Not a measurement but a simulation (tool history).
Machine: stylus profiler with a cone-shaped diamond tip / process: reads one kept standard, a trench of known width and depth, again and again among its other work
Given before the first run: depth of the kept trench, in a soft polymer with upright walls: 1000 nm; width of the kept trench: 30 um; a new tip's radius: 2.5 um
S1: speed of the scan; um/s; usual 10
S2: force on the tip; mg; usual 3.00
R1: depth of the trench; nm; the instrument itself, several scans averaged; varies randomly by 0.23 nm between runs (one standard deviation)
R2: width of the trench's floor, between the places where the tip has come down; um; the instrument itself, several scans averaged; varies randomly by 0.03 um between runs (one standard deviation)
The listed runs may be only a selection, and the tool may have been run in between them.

| run | hour | S1 | S2 | R1 | R2 |
|---|---|---|---|---|---|
| 1 | 0.0 | 10 | 3.00 | 1012.15 | 25.90 |
| 2 | 11.5 | 10 | 3.00 | 1012.02 | 25.84 |
| 3 | 27.3 | 10 | 3.00 | 1011.60 | 25.90 |
| 4 | 45.0 | 10 | 3.00 | 1011.87 | 25.83 |
| 5 | 62.6 | 10 | 4.30 | 1015.30 | 25.90 |
| 6 | 75.1 | 10 | 4.30 | 1015.09 | 25.83 |
| 7 | 87.7 | 10 | 4.30 | 1014.91 | 25.82 |
| 8 | 104.2 | 10 | 4.30 | 1014.98 | 25.82 |
| 9 | 119.3 | 10 | 4.30 | 1014.79 | 25.78 |
| 10 | 139.3 | 10 | 4.30 | 1015.31 | 25.83 |
| 11 | 152.0 | 9 | 3.00 | 1011.60 | 25.79 |
| 12 | 160.5 | 9 | 3.00 | 1011.11 | 25.76 |
| 13 | 173.5 | 10 | 3.00 | 1011.34 | 25.76 |
| 14 | 188.4 | 10 | 3.00 | 1011.08 | 25.87 |
| 15 | 206.6 | 10 | 3.00 | 1011.29 | 25.78 |
| 16 | 224.1 | 10 | 3.00 | 1011.31 | 25.79 |
| 17 | 240.4 | 10 | 3.00 | 1011.20 | 25.84 |
|  | 242.5 | height scale calibrated on a step standard |
| 18 | 260.1 | 4 | 3.00 | 1010.55 | 25.83 |
| 19 | 273.6 | 10 | 1.27 | 1004.48 | 25.73 |
| 20 | 282.8 | 10 | 1.16 | 1003.68 | 25.78 |
| 21 | 302.7 | 10 | 1.16 | 1004.11 | 25.76 |
|  | 315.7 | height scale calibrated on a step standard, once more |
| 22 | 317.9 | 10 | 1.16 | 1007.11 | 25.75 |
| 23 | 330.5 | 10 | 1.16 | 1006.85 | 25.75 |
| 24 | 342.4 | 10 | 1.16 | 1006.43 | 25.74 |
| 25 | 358.7 | 21 | 4.30 | 1016.74 | 25.71 |
| 26 | 379.0 | 10 | 4.94 | 1018.23 | 25.76 |
| 27 | 398.1 | 29 | 4.01 | 1015.45 | 25.64 |
| 28 | 411.7 | 29 | 4.01 | 1015.48 | 25.73 |
| 29 | 425.8 | 29 | 3.89 | 1015.25 | 25.66 |
| 30 | 436.9 | 37 | 8.90 | 1026.25 | 25.73 |
| 31 | 449.1 | 37 | 1.11 | 1006.32 | 25.56 |
| 32 | 464.1 | 6 | 1.38 | 1007.50 | 25.75 |
| 33 | 477.3 | 11 | 3.64 | 1014.28 | 25.71 |
| 34 | 492.1 | 11 | 2.16 | 1009.71 | 25.73 |
| 35 | 502.9 | 4 | 1.26 | 1006.96 | 25.72 |
| 36 | 520.9 | 6 | 2.60 | 1011.20 | 25.73 |
| 37 | 537.5 | 6 | 2.68 | 1011.34 | 25.71 |
| 38 | 548.5 | 10 | 4.91 | 1017.59 | 25.69 |
| 39 | 568.7 | 10 | 4.91 | 1017.25 | 25.65 |
| 40 | 587.2 | 10 | 4.91 | 1017.37 | 25.69 |
| 41 | 605.5 | 24 | 5.86 | 1019.34 | 25.72 |
| 42 | 619.7 | 3 | 8.73 | 1025.90 | 25.67 |
| 43 | 634.0 | 3 | 8.73 | 1026.19 | 25.71 |
| 44 | 646.4 | 12 | 1.90 | 1009.08 | 25.61 |
| 45 | 659.3 | 35 | 2.56 | 1010.44 | 25.66 |
| 46 | 669.2 | 29 | 1.25 | 1006.50 | 25.60 |

Pick out some run-to-run changes in R1. Of each, how much would a tool without hidden state show as well, from the settings, what came in and chance, and how much is left for the hidden state and any gauge scatter not in both results compared?
Hidden state present: radius of the tip, um; height scale over the true one, %; drift of the gauge itself on depth_nm, %; drift of the gauge itself on floor_um, %.
Run 9 -> 10: nothing adjusted, nothing logged. R1 +0.52 nm: hidden state -0.06, all else +0.58.
Run 17 -> 18: S1 10 -> 4, height scale calibrated on a step standard. R1 -0.65 nm: hidden state -1.05, all else +0.40.
Run 21 -> 22: height scale calibrated on a step standard, once more. R1 +3.00 nm: hidden state +2.91, all else +0.09.
Run 29 -> 30: S1 29 -> 37, S2 3.89 -> 8.90. R1 +11.00 nm: hidden state -0.03, all else +11.03.
Run 30 -> 31: S2 8.90 -> 1.11. R1 -19.93 nm: hidden state -0.03, all else -19.90.
Run 43 -> 44: S1 3 -> 12, S2 8.73 -> 1.90. R1 -17.11 nm: hidden state -0.02, all else -17.09.

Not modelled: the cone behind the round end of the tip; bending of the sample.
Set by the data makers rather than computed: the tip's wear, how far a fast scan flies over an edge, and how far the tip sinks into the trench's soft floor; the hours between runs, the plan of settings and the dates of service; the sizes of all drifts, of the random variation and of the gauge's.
